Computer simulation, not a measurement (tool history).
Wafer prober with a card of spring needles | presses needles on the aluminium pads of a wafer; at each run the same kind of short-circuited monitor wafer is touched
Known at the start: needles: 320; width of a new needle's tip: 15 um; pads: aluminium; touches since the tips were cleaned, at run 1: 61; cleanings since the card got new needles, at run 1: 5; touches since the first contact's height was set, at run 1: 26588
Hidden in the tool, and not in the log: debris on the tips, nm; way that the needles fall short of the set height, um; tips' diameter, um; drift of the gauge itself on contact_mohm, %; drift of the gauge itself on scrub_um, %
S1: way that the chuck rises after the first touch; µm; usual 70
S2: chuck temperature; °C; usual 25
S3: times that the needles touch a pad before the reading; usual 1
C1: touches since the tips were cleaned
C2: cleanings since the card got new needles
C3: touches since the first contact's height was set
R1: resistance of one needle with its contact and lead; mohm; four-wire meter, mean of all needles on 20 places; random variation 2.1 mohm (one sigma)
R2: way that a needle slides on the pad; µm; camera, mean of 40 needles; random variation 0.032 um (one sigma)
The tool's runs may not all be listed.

| run | hour | S1 | S2 | S3 | C1 | C2 | C3 | R1 | R2 |
|---|---|---|---|---|---|---|---|---|---|
| 1 | 0 | 70 | 25 | 1 | 61 | 5 | 26588 | 223 | 14.93 |
|  | 15.1 | tips cleaned on abrasive film |
| 2 | 25 | 70 | 25 | 1 | 3336 | 6 | 34995 | 227 | 14.97 |
|  | 30.3 | tips cleaned on abrasive film |
|  | 44.4 | tips cleaned on abrasive film |
| 3 | 44.6 | 70 | 25 | 1 | 74 | 8 | 41533 | 225 | 14.94 |
|  | 58.2 | tips cleaned on abrasive film |
| 4 | 71.5 | 70 | 25 | 1 | 4483 | 9 | 50569 | 224 | 14.93 |
|  | 74.4 | tips cleaned on abrasive film |
|  | 89.7 | tips cleaned on abrasive film |
| 5 | 96.8 | 70 | 25 | 1 | 2383 | 11 | 59034 | 226 | 14.97 |
|  | 104.8 | tips cleaned on abrasive film |
|  | 118.9 | tips cleaned on abrasive film |
| 6 | 122.8 | 70 | 25 | 1 | 1302 | 13 | 67730 | 231 | 15 |
|  | 132.7 | tips cleaned on abrasive film |
|  | 148 | tips cleaned on abrasive film |
| 7 | 153.9 | 70 | 25 | 2 | 2009 | 15 | 78166 | 227 | 15.02 |
|  | 161.6 | tips cleaned on abrasive film |
|  | 177.3 | tips cleaned on abrasive film |
| 8 | 180.6 | 70 | 25 | 2 | 1104 | 17 | 87102 | 225 | 15.03 |
|  | 192.3 | tips cleaned on abrasive film |
|  | 206.2 | tips cleaned on abrasive film |
| 9 | 206.4 | 53 | 25 | 1 | 39 | 19 | 95715 | 231 | 11.36 |
|  | 220.2 | tips cleaned on abrasive film |
| 10 | 221 | 53 | 25 | 1 | 268 | 20 | 100632 | 229 | 11.35 |
|  | 235.2 | tips cleaned on abrasive film |
|  | 249.3 | tips cleaned on abrasive film |
| 11 | 250.3 | 80 | 25 | 1 | 322 | 22 | 110432 | 229 | 17.21 |
|  | 264.8 | tips cleaned on abrasive film |
|  | 267.9 | height of the first contact set anew |
| 12 | 277.4 | 80 | 25 | 1 | 4157 | 23 | 3207 | 226 | 17.2 |
|  | 278.9 | tips cleaned on abrasive film |
| 13 | 292.3 | 80 | 25 | 1 | 4543 | 24 | 8194 | 227 | 17.2 |
|  | 295.1 | tips cleaned on abrasive film |
|  | 308.8 | tips cleaned on abrasive film |
| 14 | 322.3 | 70 | 25 | 2 | 4545 | 26 | 18235 | 227 | 15.12 |
|  | 325 | tips cleaned on abrasive film |
|  | 341.1 | tips cleaned on abrasive film |
| 15 | 347.7 | 70 | 25 | 1 | 2228 | 28 | 26720 | 230 | 15.09 |
|  | 354.9 | tips cleaned on abrasive film |
|  | 369.4 | tips cleaned on abrasive film |
| 16 | 378.2 | 70 | 25 | 1 | 2978 | 30 | 36967 | 230 | 15.07 |
|  | 383.7 | tips cleaned on abrasive film |
| 17 | 392.2 | 70 | 25 | 1 | 2868 | 31 | 41629 | 229 | 15.09 |
|  | 399.8 | tips cleaned on abrasive film |
|  | 415.1 | tips cleaned on abrasive film |
| 18 | 418.1 | 70 | 25 | 1 | 989 | 33 | 50294 | 227 | 15.11 |
|  | 429 | tips cleaned on abrasive film |
| 19 | 440 | 60 | 25 | 1 | 3721 | 34 | 57657 | 226 | 12.95 |
|  | 444.1 | tips cleaned on abrasive film |
|  | 450.2 | gauge calibrated |
|  | 457.8 | tips cleaned on abrasive film |
| 20 | 459.9 | 56 | 116 | 2 | 698 | 36 | 64292 | 252 | 11.95 |
|  | 472.8 | tips cleaned on abrasive film |
| 21 | 476.1 | 64 | 43 | 2 | 1120 | 37 | 69747 | 232 | 13.7 |
|  | 487.6 | tips cleaned on abrasive film |
| 22 | 492.7 | 70 | 48 | 1 | 1724 | 38 | 75309 | 229 | 14.99 |
|  | 502.1 | tips cleaned on abrasive film |
|  | 515.8 | tips cleaned on abrasive film |
| 23 | 523.1 | 76 | 27 | 1 | 2443 | 40 | 85473 | 228 | 16.26 |
|  | 530.4 | tips cleaned on abrasive film |
|  | 544.7 | tips cleaned on abrasive film |
| 24 | 551.1 | 76 | 31 | 1 | 2159 | 42 | 94861 | 227 | 16.28 |
|  | 558.4 | tips cleaned on abrasive film |
|  | 573.8 | tips cleaned on abrasive film |
| 25 | 575.9 | 76 | 31 | 1 | 705 | 44 | 103146 | 225 | 16.29 |
|  | 587.5 | tips cleaned on abrasive film |
| 26 | 599.9 | 58 | 79 | 1 | 4198 | 45 | 111221 | 243 | 12.4 |
|  | 601.8 | tips cleaned on abrasive film |
|  | 614.8 | height of the first contact set anew |
|  | 616.5 | tips cleaned on abrasive film |
|  | 630.4 | tips cleaned on abrasive film |
| 27 | 630.4 | 70 | 40 | 1 | 0 | 48 | 5192 | 232 | 15.06 |
|  | 644.2 | tips cleaned on abrasive film |
| 28 | 644.2 | 70 | 40 | 1 | 0 | 49 | 9829 | 229 | 15.01 |
|  | 659 | tips cleaned on abrasive film |
|  | 673.3 | tips cleaned on abrasive film |
| 29 | 674.4 | 70 | 40 | 1 | 398 | 51 | 19942 | 232 | 15.02 |
|  | 687.7 | tips cleaned on abrasive film |
| 30 | 700.7 | 70 | 40 | 1 | 4381 | 52 | 28768 | 234 | 14.98 |
|  | 703.2 | tips cleaned on abrasive film |
|  | 717.5 | tips cleaned on abrasive film |
| 31 | 730.9 | 70 | 40 | 1 | 4547 | 54 | 38897 | 237 | 15.05 |

How the hidden state differs across the entries between the runs, from the last listed run before each to the first after it:
Between runs 1 and 2: tips cleaned on abrasive film (hour 15.1)
  debris on the tips, nm: 0 -> 0.5; drift of the gauge itself on scrub_um, %: 0 -> 0.08
  measured less the result without the state, R2: +0 -> +0.01 µm
Between runs 2 and 3: tips cleaned on abrasive film (hour 30.3); tips cleaned on abrasive film (hour 44.4)
  debris on the tips, nm: 0.5 -> 0.1; drift of the gauge itself on scrub_um, %: 0.08 -> 0.14
  measured less the result without the state, R2: +0.01 -> +0.02 µm
Between runs 3 and 4: tips cleaned on abrasive film (hour 58.2)
  debris on the tips, nm: 0.1 -> 0.6; drift of the gauge itself on scrub_um, %: 0.14 -> 0.22
  measured less the result without the state, R2: +0.02 -> +0.03 µm
Between runs 4 and 5: tips cleaned on abrasive film (hour 74.4); tips cleaned on abrasive film (hour 89.7)
  debris on the tips, nm: 0.6 -> 0.4; drift of the gauge itself on scrub_um, %: 0.22 -> 0.3
  measured less the result without the state, R2: +0.03 -> +0.04 µm
Between runs 5 and 6: tips cleaned on abrasive film (hour 104.8); tips cleaned on abrasive film (hour 118.9)
  debris on the tips, nm: 0.4 -> 0.3; tips' diameter, um: 15 -> 15.01; drift of the gauge itself on scrub_um, %: 0.3 -> 0.38
  measured less the result without the state, R2: +0.04 -> +0.06 µm
Between runs 6 and 7: tips cleaned on abrasive film (hour 132.7); tips cleaned on abrasive film (hour 148)
  way that the needles fall short of the set height, um: 0.01 -> 0.02; drift of the gauge itself on scrub_um, %: 0.38 -> 0.48
  measured less the result without the state, R2: +0.06 -> +0.07 µm
Between runs 7 and 8: tips cleaned on abrasive film (hour 161.6); tips cleaned on abrasive film (hour 177.3)
  debris on the tips, nm: 0.3 -> 0.2; drift of the gauge itself on scrub_um, %: 0.48 -> 0.56
  measured less the result without the state, R2: +0.07 -> +0.08 µm
Between runs 8 and 9: tips cleaned on abrasive film (hour 192.3); tips cleaned on abrasive film (hour 206.2)
  debris on the tips, nm: 0.2 -> 0; drift of the gauge itself on scrub_um, %: 0.56 -> 0.64
  measured less the result without the state, R2: +0.08 -> +0.07 µm
Between runs 9 and 10: tips cleaned on abrasive film (hour 220.2)
  debris on the tips, nm: 0 -> 0.1; drift of the gauge itself on scrub_um, %: 0.64 -> 0.69
  measured less the result without the state, R2: +0.07 -> +0.07 µm
Between runs 10 and 11: tips cleaned on abrasive film (hour 235.2); tips cleaned on abrasive film (hour 249.3)
  way that the needles fall short of the set height, um: 0.02 -> 0.03; drift of the gauge itself on scrub_um, %: 0.69 -> 0.78
  measured less the result without the state, R2: +0.07 -> +0.13 µm
Between runs 11 and 12: tips cleaned on abrasive film (hour 264.8); height of the first contact set anew (hour 267.9)
  debris on the tips, nm: 0.1 -> 0.6; way that the needles fall short of the set height, um: 0.03 -> 0; drift of the gauge itself on scrub_um, %: 0.78 -> 0.86
  measured less the result without the state, R2: +0.13 -> +0.15 µm
Between runs 12 and 13: tips cleaned on abrasive film (hour 278.9)
  drift of the gauge itself on scrub_um, %: 0.86 -> 0.91
  measured less the result without the state, R2: +0.15 -> +0.16 µm
Between runs 13 and 14: tips cleaned on abrasive film (hour 295.1); tips cleaned on abrasive film (hour 308.8)
  drift of the gauge itself on scrub_um, %: 0.91 -> 1
  measured less the result without the state, R2: +0.16 -> +0.15 µm
Between runs 14 and 15: tips cleaned on abrasive film (hour 325); tips cleaned on abrasive film (hour 341.1)
  debris on the tips, nm: 0.6 -> 0.4; way that the needles fall short of the set height, um: 0 -> 0.01; drift of the gauge itself on scrub_um, %: 1 -> 1.08
  measured less the result without the state, R2: +0.15 -> +0.16 µm
Between runs 15 and 16: tips cleaned on abrasive film (hour 354.9); tips cleaned on abrasive film (hour 369.4)
  debris on the tips, nm: 0.4 -> 0.5; drift of the gauge itself on scrub_um, %: 1.08 -> 1.18
  measured less the result without the state, R2: +0.16 -> +0.18 µm
Between runs 16 and 17: tips cleaned on abrasive film (hour 383.7)
  drift of the gauge itself on scrub_um, %: 1.18 -> 1.22
  measured less the result without the state, R2: +0.18 -> +0.18 µm
Between runs 17 and 18: tips cleaned on abrasive film (hour 399.8); tips cleaned on abrasive film (hour 415.1)
  debris on the tips, nm: 0.5 -> 0.2; drift of the gauge itself on scrub_um, %: 1.22 -> 1.3
  measured less the result without the state, R2: +0.18 -> +0.19 µm
Between runs 18 and 19: tips cleaned on abrasive film (hour 429)
  debris on the tips, nm: 0.2 -> 0.5; drift of the gauge itself on scrub_um, %: 1.3 -> 1.37
  measured less the result without the state, R2: +0.19 -> +0.17 µm
Between runs 19 and 20: tips cleaned on abrasive film (hour 444.1); gauge calibrated (hour 450.2); tips cleaned on abrasive film (hour 457.8)
  debris on the tips, nm: 0.5 -> 0.1; way that the needles fall short of the set height, um: 0.01 -> 0.02; drift of the gauge itself on scrub_um, %: 1.37 -> 0.03
  measured less the result without the state, R2: +0.17 -> +0 µm
Between runs 20 and 21: tips cleaned on abrasive film (hour 472.8)
  debris on the tips, nm: 0.1 -> 0.2; tips' diameter, um: 15.01 -> 15.02; drift of the gauge itself on scrub_um, %: 0.03 -> 0.08
  measured less the result without the state, R2: +0 -> +0.01 µm
Between runs 21 and 22: tips cleaned on abrasive film (hour 487.6)
  debris on the tips, nm: 0.2 -> 0.3; drift of the gauge itself on scrub_um, %: 0.08 -> 0.13
  measured less the result without the state, R2: +0.01 -> +0.02 µm
Between runs 22 and 23: tips cleaned on abrasive film (hour 502.1); tips cleaned on abrasive film (hour 515.8)
  debris on the tips, nm: 0.3 -> 0.4; drift of the gauge itself on scrub_um, %: 0.13 -> 0.23
  measured less the result without the state, R2: +0.02 -> +0.03 µm
Between runs 23 and 24: tips cleaned on abrasive film (hour 530.4); tips cleaned on abrasive film (hour 544.7)
  debris on the tips, nm: 0.4 -> 0.3; drift of the gauge itself on scrub_um, %: 0.23 -> 0.31
  measured less the result without the state, R2: +0.03 -> +0.05 µm
Between runs 24 and 25: tips cleaned on abrasive film (hour 558.4); tips cleaned on abrasive film (hour 573.8)
  debris on the tips, nm: 0.3 -> 0.2; way that the needles fall short of the set height, um: 0.02 -> 0.03; drift of the gauge itself on scrub_um, %: 0.31 -> 0.39
  measured less the result without the state, R2: +0.05 -> +0.06 µm
Between runs 25 and 26: tips cleaned on abrasive film (hour 587.5)
  debris on the tips, nm: 0.2 -> 0.6; drift of the gauge itself on scrub_um, %: 0.39 -> 0.47
  measured less the result without the state, R2: +0.06 -> +0.05 µm
Between runs 26 and 27: tips cleaned on abrasive film (hour 601.8); height of the first contact set anew (hour 614.8); tips cleaned on abrasive film (hour 616.5); tips cleaned on abrasive film (hour 630.4)
  debris on the tips, nm: 0.6 -> 0; way that the needles fall short of the set height, um: 0.03 -> 0; drift of the gauge itself on scrub_um, %: 0.47 -> 0.56
  measured less the result without the state, R2: +0.05 -> +0.09 µm
Between runs 27 and 28: tips cleaned on abrasive film (hour 644.2)
  debris on the tips, nm: 0 -> 0.1; drift of the gauge itself on scrub_um, %: 0.56 -> 0.6
  measured less the result without the state, R2: +0.09 -> +0.09 µm
Between runs 28 and 29: tips cleaned on abrasive film (hour 659); tips cleaned on abrasive film (hour 673.3)
  way that the needles fall short of the set height, um: 0 -> 0.01; drift of the gauge itself on scrub_um, %: 0.6 -> 0.7
  measured less the result without the state, R2: +0.09 -> +0.1 µm
Between runs 29 and 30: tips cleaned on abrasive film (hour 687.7)
  debris on the tips, nm: 0.1 -> 0.6; drift of the gauge itself on scrub_um, %: 0.7 -> 0.78
  measured less the result without the state, R2: +0.1 -> +0.11 µm
Between runs 30 and 31: tips cleaned on abrasive film (hour 703.2); tips cleaned on abrasive film (hour 717.5)
  drift of the gauge itself on scrub_um, %: 0.78 -> 0.87
  measured less the result without the state, R2: +0.11 -> +0.13 µm
